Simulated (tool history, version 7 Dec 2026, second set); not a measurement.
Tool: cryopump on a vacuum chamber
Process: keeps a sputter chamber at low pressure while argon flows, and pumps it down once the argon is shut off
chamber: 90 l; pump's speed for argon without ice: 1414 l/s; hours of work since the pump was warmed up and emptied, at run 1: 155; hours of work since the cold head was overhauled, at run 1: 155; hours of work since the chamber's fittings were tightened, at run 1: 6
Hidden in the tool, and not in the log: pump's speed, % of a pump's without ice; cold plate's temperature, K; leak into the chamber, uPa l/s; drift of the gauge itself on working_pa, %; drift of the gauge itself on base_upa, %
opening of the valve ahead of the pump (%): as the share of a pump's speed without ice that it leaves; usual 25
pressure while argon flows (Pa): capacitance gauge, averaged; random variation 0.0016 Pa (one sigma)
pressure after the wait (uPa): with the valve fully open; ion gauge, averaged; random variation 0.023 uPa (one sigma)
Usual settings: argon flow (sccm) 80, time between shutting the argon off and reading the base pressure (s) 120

run,hour,argon flow (sccm),time between shutting the argon off and reading the base pressure (s),opening of the valve ahead of the pump (%),hours of work since the pump was warmed up and emptied,hours of work since the cold head was overhauled,hours of work since the chamber's fittings were tightened,pressure while argon flows (Pa),pressure after the wait (uPa)
1,0.0,80,120,25,155,155,6,0.3859,0.76
2,19.1,63,120,25,166,166,17,0.3036,0.73
3,38.3,80,120,25,176,176,28,0.3897,0.76
4,58.0,80,120,25,187,187,39,0.3920,0.81
5,82.1,80,120,25,201,201,53,0.3903,0.79
6,97.9,80,120,54,210,210,61,0.1870,0.81
7,125.9,80,120,54,226,226,77,0.1852,0.84

Forecast run 8:
8,157.0,80,127,54,243,243,95,?,?

pressure while argon flows (Pa): 0.1861
pressure after the wait (uPa): 0.82
Without the tool's hidden state the same run would have given pressure while argon flows (Pa) 0.1771, pressure after the wait (uPa) 0.67.
